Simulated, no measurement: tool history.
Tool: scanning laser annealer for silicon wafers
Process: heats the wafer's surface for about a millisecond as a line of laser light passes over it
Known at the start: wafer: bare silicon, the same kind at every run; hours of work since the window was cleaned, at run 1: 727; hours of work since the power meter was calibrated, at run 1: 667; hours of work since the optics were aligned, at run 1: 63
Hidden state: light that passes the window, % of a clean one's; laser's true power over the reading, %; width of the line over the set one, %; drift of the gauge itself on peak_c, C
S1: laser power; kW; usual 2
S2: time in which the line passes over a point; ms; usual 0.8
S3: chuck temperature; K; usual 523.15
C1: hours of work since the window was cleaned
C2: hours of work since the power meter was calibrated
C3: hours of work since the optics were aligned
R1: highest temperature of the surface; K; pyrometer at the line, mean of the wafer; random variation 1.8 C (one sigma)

| run | day | S1 | S2 | S3 | C1 | C2 | C3 | R1 |
|---|---|---|---|---|---|---|---|---|
| 1 | 0 | 2 | 0.8 | 523.15 | 727 | 667 | 63 | 1211.15 |
| 2 | 1.5 | 2 | 0.8 | 523.15 | 755 | 696 | 92 | 1211.15 |
| 3 | 2.833 | 2 | 0.8 | 526.15 | 781 | 721 | 117 | 1211.15 |
| 4 | 4.046 | 1.718 | 0.8 | 523.15 | 804 | 744 | 140 | 1106.15 |
| 5 | 5.346 | 1.718 | 0.8 | 523.15 | 828 | 769 | 165 | 1103.15 |
| 6 | 7.15 | 2 | 0.8 | 541.15 | 863 | 804 | 199 | 1226.15 |
| 7 | 8.542 | 2 | 0.8 | 536.15 | 889 | 830 | 226 | 1218.15 |
| 8 | 9.85 | 2 | 0.8 | 536.15 | 914 | 855 | 251 | 1215.15 |
| 9 | 10.896 | 2 | 0.8 | 536.15 | 934 | 875 | 271 | 1217.15 |
| 10 | 12.308 | 2 | 0.8 | 536.15 | 961 | 902 | 298 | 1216.15 |
| 11 | 13.704 | 2 | 0.8 | 499.15 | 988 | 929 | 325 | 1178.15 |
|  | 14.275 | window over the wafer cleaned |
| 12 | 15.667 | 2 | 0.744 | 523.15 | 27 | 964 | 360 | 1205.15 |
| 13 | 17.392 | 2 | 0.744 | 523.15 | 59 | 997 | 393 | 1208.15 |
| 14 | 18.912 | 2 | 0.744 | 523.15 | 88 | 1026 | 422 | 1206.15 |
| 15 | 20.321 | 2 | 0.744 | 523.15 | 115 | 1053 | 449 | 1206.15 |
| 16 | 21.975 | 1.9 | 0.8 | 523.15 | 147 | 1085 | 481 | 1195.15 |
| 17 | 23.021 | 1.9 | 0.8 | 523.15 | 167 | 1105 | 501 | 1195.15 |
| 18 | 24.571 | 1.9 | 0.8 | 523.15 | 196 | 1134 | 530 | 1195.15 |
| 19 | 25.642 | 1.9 | 0.8 | 523.15 | 217 | 1155 | 551 | 1194.15 |
|  | 25.892 | laser's power meter calibrated |
| 20 | 27.775 | 1.956 | 0.663 | 523.15 | 255 | 36 | 589 | 1142.15 |
| 21 | 29.021 | 1.956 | 0.744 | 530.15 | 279 | 60 | 613 | 1195.15 |
| 22 | 30.9 | 2.003 | 0.744 | 517.15 | 315 | 96 | 648 | 1195.15 |
| 23 | 32.896 | 2.141 | 0.567 | 508.15 | 353 | 134 | 687 | 1130.15 |
| 24 | 34.921 | 2.141 | 0.567 | 508.15 | 391 | 172 | 725 | 1127.15 |
|  | 35.458 | laser's power meter calibrated, once more |
| 25 | 36.371 | 2.141 | 0.567 | 508.15 | 417 | 17 | 750 | 1126.15 |
| 26 | 37.829 | 2.141 | 0.567 | 508.15 | 444 | 45 | 778 | 1118.15 |
| 27 | 38.733 | 2.141 | 0.811 | 536.15 | 462 | 62 | 795 | 1289.15 |
| 28 | 40.129 | 2.158 | 0.811 | 501.15 | 488 | 89 | 822 | 1261.15 |
| 29 | 41.471 | 1.821 | 0.685 | 512.15 | 514 | 115 | 848 | 1081.15 |
| 30 | 42.858 | 1.821 | 0.685 | 512.15 | 540 | 141 | 874 | 1082.15 |
| 31 | 43.967 | 2.129 | 0.634 | 497.15 | 561 | 162 | 895 | 1143.15 |
| 32 | 45.312 | 2.129 | 0.913 | 512.15 | 587 | 188 | 921 | 1307.15 |
| 33 | 46.975 | 2.129 | 0.913 | 512.15 | 619 | 220 | 953 | 1305.15 |
| 34 | 48.579 | 1.726 | 0.652 | 485.15 | 649 | 250 | 983 | 1004.15 |

5 ways to go on from here, each from the tool as it stands after run 34. What would each give?
| A | 49.675 | 1.973 | 0.936 | 485.15 | 670 | 271 | 1004 | ? |
| B | 49.675 | 1.726 | 0.868 | 485.15 | 670 | 271 | 1004 | ? |
| C | 49.675 | 2 | 0.921 | 534.15 | 670 | 271 | 1004 | ? |
| D | 49.675 | 2.056 | 0.8 | 523.15 | 670 | 271 | 1004 | ? |
| E | 49.675 | 1.726 | 0.652 | 511.15 | 670 | 271 | 1004 | ? |

| run | R1 |
|---|---|
| A | 1225.15 |
| B | 1095.15 |
| C | 1278.15 |
| D | 1228.15 |
| E | 1032.15 |
Without the tool's hidden state the same runs would have given:
| run | R1 |
|---|---|
| A | 1258.15 |
| B | 1123.15 |
| C | 1312.15 |
| D | 1261.15 |
| E | 1056.15 |

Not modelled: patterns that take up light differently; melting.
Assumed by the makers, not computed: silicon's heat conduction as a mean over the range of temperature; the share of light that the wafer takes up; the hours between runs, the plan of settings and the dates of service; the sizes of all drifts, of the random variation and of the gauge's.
